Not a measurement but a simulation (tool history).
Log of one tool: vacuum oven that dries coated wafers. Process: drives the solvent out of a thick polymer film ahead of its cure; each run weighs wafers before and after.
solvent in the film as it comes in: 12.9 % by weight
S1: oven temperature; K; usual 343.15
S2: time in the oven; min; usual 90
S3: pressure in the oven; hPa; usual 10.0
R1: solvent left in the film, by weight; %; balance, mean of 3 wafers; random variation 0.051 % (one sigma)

Run 1, day 0.000: usual settings. Result: R1 1.07 %.
Run 2, day 0.271: usual settings. Result: R1 0.96 %.
Run 3, day 0.875: usual settings but S2 48 min. Result: R1 2.17 %.
Run 4, day 1.150: usual settings but S2 48 min. Result: R1 2.35 %.
Run 5, day 1.742: usual settings but S1 353.15 K, S2 48 min. Result: R1 0.77 %.
Run 6, day 2.200: usual settings but S1 353.15 K, S2 48 min. Result: R1 0.78 %.
Run 7, day 2.683: usual settings but S1 353.15 K, S2 48 min. Result: R1 0.76 %.
Run 8, day 3.208: usual settings but S3 7.9 hPa. Result: R1 0.90 %.
Run 9, day 3.525: usual settings but S3 7.9 hPa. Result: R1 0.96 %.
Run 10, day 3.825: usual settings but S2 134 min. Result: R1 0.78 %.
Run 11, day 4.392: usual settings but S2 134 min. Result: R1 0.79 %.
Run 12, day 4.950: usual settings but S2 134 min. Result: R1 0.82 %.
Run 13, day 5.358: usual settings but S2 134 min. Result: R1 0.73 %.
Run 14, day 5.692: usual settings. Result: R1 1.10 %.
Run 15, day 5.954: usual settings. Result: R1 1.03 %.
Run 16, day 6.538: usual settings but S1 346.15 K, S2 78 min, S3 15.7 hPa. Result: R1 1.28 %.
Run 17, day 6.850: usual settings but S1 346.15 K, S2 78 min, S3 15.7 hPa. Result: R1 1.26 %.
Run 18, day 7.338: usual settings but S1 340.15 K, S2 80 min, S3 6.3 hPa. Result: R1 1.34 %.
Run 19, day 7.933: usual settings but S1 340.15 K, S2 63 min, S3 8.8 hPa. Result: R1 2.16 %.
Run 20, day 8.242: usual settings but S1 351.15 K, S2 63 min, S3 29.7 hPa. Result: R1 1.67 %.
Run 21, day 8.567: usual settings but S1 336.15 K, S2 48 min, S3 30.0 hPa. Result: R1 5.34 %.
Run 22, day 8.975: usual settings but S1 356.15 K, S2 56 min, S3 20.2 hPa. Result: R1 0.85 %.
Run 23, day 9.267: usual settings but S1 355.15 K, S2 94 min, S3 19.6 hPa. Result: R1 0.87 %.
Run 24, day 9.554: usual settings but S1 330.15 K, S2 47 min, S3 20.8 hPa. Result: R1 6.88 %.
Run 25, day 9.912: usual settings but S1 340.15 K, S2 101 min. Result: R1 1.33 %.

Run 26 comes next. What will it give?
Run 26, day 10.175: usual settings but S1 345.15 K, S2 48 min, S3 9.9 hPa. Result: R1 ?.

R1: 1.81 %
Without the tool's hidden state the same run would have given R1 1.81 %.
